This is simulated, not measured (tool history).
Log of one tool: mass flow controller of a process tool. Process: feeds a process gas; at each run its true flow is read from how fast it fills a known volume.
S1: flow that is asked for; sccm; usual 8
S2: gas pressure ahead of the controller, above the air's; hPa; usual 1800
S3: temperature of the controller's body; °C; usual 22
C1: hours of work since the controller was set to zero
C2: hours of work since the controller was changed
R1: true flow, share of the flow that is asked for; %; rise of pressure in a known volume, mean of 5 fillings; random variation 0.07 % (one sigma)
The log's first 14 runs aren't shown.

{"run": 15, "day": 79.746, "S1": 8, "S2": 1590, "S3": 22, "C1": 2213, "C2": 2213, "R1": 98.52}
{"run": 16, "day": 84.162, "S1": 4, "S2": 1800, "S3": 22, "C1": 2289, "C2": 2289, "R1": 97.97}
{"run": 17, "day": 89.092, "S1": 17, "S2": 1800, "S3": 22, "C1": 2374, "C2": 2374, "R1": 99.67}
{"run": 18, "day": 97.117, "S1": 13, "S2": 1800, "S3": 22, "C1": 2512, "C2": 2512, "R1": 99.15}
{"run": 19, "day": 101.942, "S1": 8, "S2": 1440, "S3": 22, "C1": 2595, "C2": 2595, "R1": 98.37}
{"run": 20, "day": 110.167, "S1": 11, "S2": 1440, "S3": 22, "C1": 2736, "C2": 2736, "R1": 98.68}
{"run": 21, "day": 114.725, "S1": 11, "S2": 1440, "S3": 22, "C1": 2814, "C2": 2814, "R1": 98.59}
{"run": 22, "day": 118.888, "S1": 11, "S2": 1440, "S3": 22, "C1": 2886, "C2": 2886, "R1": 98.82}
{"run": 23, "day": 125.338, "S1": 11, "S2": 1440, "S3": 22, "C1": 2997, "C2": 2997, "R1": 98.81}
{"run": 24, "day": 132.946, "S1": 6, "S2": 2110, "S3": 26, "C1": 3127, "C2": 3127, "R1": 98.01}
{"run": 25, "day": 139.971, "S1": 6, "S2": 2110, "S3": 26, "C1": 3248, "C2": 3248, "R1": 98.03}
{"run": 26, "day": 146.608, "S1": 13, "S2": 1650, "S3": 35, "C1": 3362, "C2": 3362, "R1": 98.27}
{"run": 27, "day": 153.362, "S1": 3, "S2": 2300, "S3": 26, "C1": 3478, "C2": 3478, "R1": 97.86}
{"run": 28, "day": 157.512, "S1": 15, "S2": 1480, "S3": 26, "C1": 3549, "C2": 3549, "R1": 99.01}
{"run": 29, "day": 160.883, "S1": 15, "S2": 1480, "S3": 26, "C1": 3607, "C2": 3607, "R1": 99.11}
{"run": 30, "day": 167.208, "S1": 3, "S2": 2400, "S3": 23, "C1": 3716, "C2": 3716, "R1": 97.98}
{"run": 31, "day": 170.954, "S1": 3, "S2": 2400, "S3": 23, "C1": 3780, "C2": 3780, "R1": 97.96}
{"run": 32, "day": 175.912, "S1": 4, "S2": 2400, "S3": 21, "C1": 3865, "C2": 3865, "R1": 98.27}
{"run": 33, "day": 182.9, "S1": 4, "S2": 1900, "S3": 32, "C1": 3985, "C2": 3985, "R1": 97.17}
{"run": 34, "day": 188.312, "S1": 12, "S2": 2370, "S3": 22, "C1": 4078, "C2": 4078, "R1": 99.37}

The next listed run, before its measurement:
{"run": 35, "day": 192.738, "S1": 12, "S2": 2070, "S3": 30, "C1": 4154, "C2": 4154, "R1": "?"}

{"run 35": {"R1": 98.45}}
Without the tool's hidden state the same run would have given R1 98.46 %.
